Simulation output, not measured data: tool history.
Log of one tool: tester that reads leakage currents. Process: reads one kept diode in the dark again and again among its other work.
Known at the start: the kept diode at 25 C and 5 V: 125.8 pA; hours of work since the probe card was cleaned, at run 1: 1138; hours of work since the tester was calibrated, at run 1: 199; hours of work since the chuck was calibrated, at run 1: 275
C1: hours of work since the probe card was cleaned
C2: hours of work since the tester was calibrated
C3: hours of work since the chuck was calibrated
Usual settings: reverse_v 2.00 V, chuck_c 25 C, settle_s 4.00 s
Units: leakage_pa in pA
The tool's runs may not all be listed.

{"run": 1, "hour": 0.0, "reverse_v": 2.0, "chuck_c": 25, "settle_s": 4.0, "C1": 1138, "C2": 199, "C3": 275, "leakage_pa": 73.6}
{"run": 2, "hour": 21.9, "reverse_v": 2.0, "chuck_c": 40, "settle_s": 4.0, "C1": 1150, "C2": 211, "C3": 287, "leakage_pa": 278.28}
{"run": 3, "hour": 51.6, "reverse_v": 2.0, "chuck_c": 40, "settle_s": 4.0, "C1": 1166, "C2": 227, "C3": 303, "leakage_pa": 277.57}
{"run": 4, "hour": 71.5, "reverse_v": 2.0, "chuck_c": 40, "settle_s": 4.0, "C1": 1177, "C2": 238, "C3": 314, "leakage_pa": 277.35}
{"run": 5, "hour": 88.6, "reverse_v": 2.53, "chuck_c": 40, "settle_s": 4.0, "C1": 1186, "C2": 247, "C3": 323, "leakage_pa": 315.96}
{"run": 6, "hour": 114.0, "reverse_v": 2.53, "chuck_c": 40, "settle_s": 4.0, "C1": 1200, "C2": 261, "C3": 337, "leakage_pa": 317.12}
{"run": 7, "hour": 149.0, "reverse_v": 2.53, "chuck_c": 40, "settle_s": 4.0, "C1": 1219, "C2": 280, "C3": 356, "leakage_pa": 314.4}
{"run": 8, "hour": 165.6, "reverse_v": 2.0, "chuck_c": 29, "settle_s": 4.0, "C1": 1228, "C2": 289, "C3": 365, "leakage_pa": 105.57}
{"run": 9, "hour": 196.1, "reverse_v": 2.0, "chuck_c": 25, "settle_s": 4.0, "C1": 1244, "C2": 305, "C3": 381, "leakage_pa": 72.29}
{"run": 10, "hour": 224.9, "reverse_v": 2.0, "chuck_c": 25, "settle_s": 4.0, "C1": 1260, "C2": 321, "C3": 397, "leakage_pa": 72.48}
{"run": 11, "hour": 251.1, "reverse_v": 2.0, "chuck_c": 25, "settle_s": 4.0, "C1": 1274, "C2": 335, "C3": 411, "leakage_pa": 72.67}
{"run": 12, "hour": 279.0, "reverse_v": 2.0, "chuck_c": 25, "settle_s": 4.0, "C1": 1289, "C2": 350, "C3": 426, "leakage_pa": 72.17}
{"run": 13, "hour": 297.1, "reverse_v": 2.0, "chuck_c": 25, "settle_s": 4.0, "C1": 1299, "C2": 360, "C3": 436, "leakage_pa": 71.98}
{"run": 14, "hour": 319.9, "reverse_v": 2.0, "chuck_c": 25, "settle_s": 4.0, "C1": 1311, "C2": 372, "C3": 449, "leakage_pa": 71.82}
{"run": 15, "hour": 335.0, "reverse_v": 1.4, "chuck_c": 25, "settle_s": 4.0, "C1": 1319, "C2": 381, "C3": 457, "leakage_pa": 58.27}
{"run": 16, "hour": 356.1, "reverse_v": 1.4, "chuck_c": 25, "settle_s": 4.0, "C1": 1331, "C2": 392, "C3": 468, "leakage_pa": 58.0}
{"run": 17, "hour": 381.4, "reverse_v": 1.4, "chuck_c": 25, "settle_s": 4.0, "C1": 1344, "C2": 406, "C3": 482, "leakage_pa": 58.35}
{"run": 18, "hour": 414.6, "reverse_v": 2.0, "chuck_c": 49, "settle_s": 4.0, "C1": 1362, "C2": 424, "C3": 500, "leakage_pa": 570.7}
{"hour": 421.6, "done": "chuck's temperature calibrated"}
{"run": 19, "hour": 443.5, "reverse_v": 2.0, "chuck_c": 49, "settle_s": 4.0, "C1": 1377, "C2": 438, "C3": 12, "leakage_pa": 614.7}
{"run": 20, "hour": 472.7, "reverse_v": 11.84, "chuck_c": 27, "settle_s": 7.63, "C1": 1393, "C2": 454, "C3": 28, "leakage_pa": 264.7}
{"run": 21, "hour": 492.2, "reverse_v": 8.14, "chuck_c": 27, "settle_s": 2.78, "C1": 1403, "C2": 465, "C3": 38, "leakage_pa": 212.54}
{"run": 22, "hour": 513.8, "reverse_v": 8.14, "chuck_c": 27, "settle_s": 2.78, "C1": 1415, "C2": 476, "C3": 50, "leakage_pa": 212.64}
{"run": 23, "hour": 543.7, "reverse_v": 8.14, "chuck_c": 29, "settle_s": 2.78, "C1": 1431, "C2": 492, "C3": 66, "leakage_pa": 252.63}
{"run": 24, "hour": 569.0, "reverse_v": 8.14, "chuck_c": 29, "settle_s": 2.78, "C1": 1445, "C2": 506, "C3": 80, "leakage_pa": 252.17}
{"run": 25, "hour": 603.3, "reverse_v": 8.14, "chuck_c": 29, "settle_s": 2.78, "C1": 1464, "C2": 525, "C3": 98, "leakage_pa": 252.2}
{"run": 26, "hour": 622.6, "reverse_v": 8.14, "chuck_c": 29, "settle_s": 2.78, "C1": 1474, "C2": 535, "C3": 109, "leakage_pa": 250.54}
{"run": 27, "hour": 644.6, "reverse_v": 8.14, "chuck_c": 29, "settle_s": 2.78, "C1": 1486, "C2": 547, "C3": 121, "leakage_pa": 250.67}
{"run": 28, "hour": 669.6, "reverse_v": 1.86, "chuck_c": 27, "settle_s": 4.0, "C1": 1499, "C2": 561, "C3": 134, "leakage_pa": 87.42}
{"run": 29, "hour": 694.9, "reverse_v": 1.86, "chuck_c": 27, "settle_s": 4.0, "C1": 1513, "C2": 574, "C3": 148, "leakage_pa": 87.71}
{"run": 30, "hour": 726.2, "reverse_v": 1.86, "chuck_c": 27, "settle_s": 4.0, "C1": 1530, "C2": 591, "C3": 165, "leakage_pa": 87.2}
{"run": 31, "hour": 750.7, "reverse_v": 1.47, "chuck_c": 25, "settle_s": 4.0, "C1": 1543, "C2": 605, "C3": 178, "leakage_pa": 63.67}
{"run": 32, "hour": 779.7, "reverse_v": 9.15, "chuck_c": 24, "settle_s": 4.0, "C1": 1559, "C2": 620, "C3": 194, "leakage_pa": 173.0}
{"run": 33, "hour": 798.5, "reverse_v": 5.7, "chuck_c": 24, "settle_s": 1.0, "C1": 1569, "C2": 630, "C3": 204, "leakage_pa": 131.57}
{"hour": 809.6, "done": "probe card cleaned and baked"}
{"run": 34, "hour": 836.2, "reverse_v": 5.7, "chuck_c": 24, "settle_s": 1.0, "C1": 14, "C2": 649, "C3": 223, "leakage_pa": 120.15}
{"run": 35, "hour": 860.2, "reverse_v": 5.7, "chuck_c": 24, "settle_s": 1.0, "C1": 27, "C2": 662, "C3": 236, "leakage_pa": 120.28}

How the hidden state differs across the entries between the runs, from the last listed run before each to the first after it:
Between runs 18 and 19: chuck's temperature calibrated (hour 421.6)
  stray current of the dirty probe card, pA a volt: 1.7 -> 1.718; true chuck temperature over the reading, C: -1 -> -0.13
  measured less the result without the state, leakage_pa: -44.33 -> -2.29 pA
Between runs 33 and 34: probe card cleaned and baked (hour 809.6)
  stray current of the dirty probe card, pA a volt: 1.961 -> 0.041; current scale over the true one, %: 0.23 -> 0.24; true chuck temperature over the reading, C: -0.46 -> -0.49
  measured less the result without the state, leakage_pa: +6.05 -> -5.31 pA
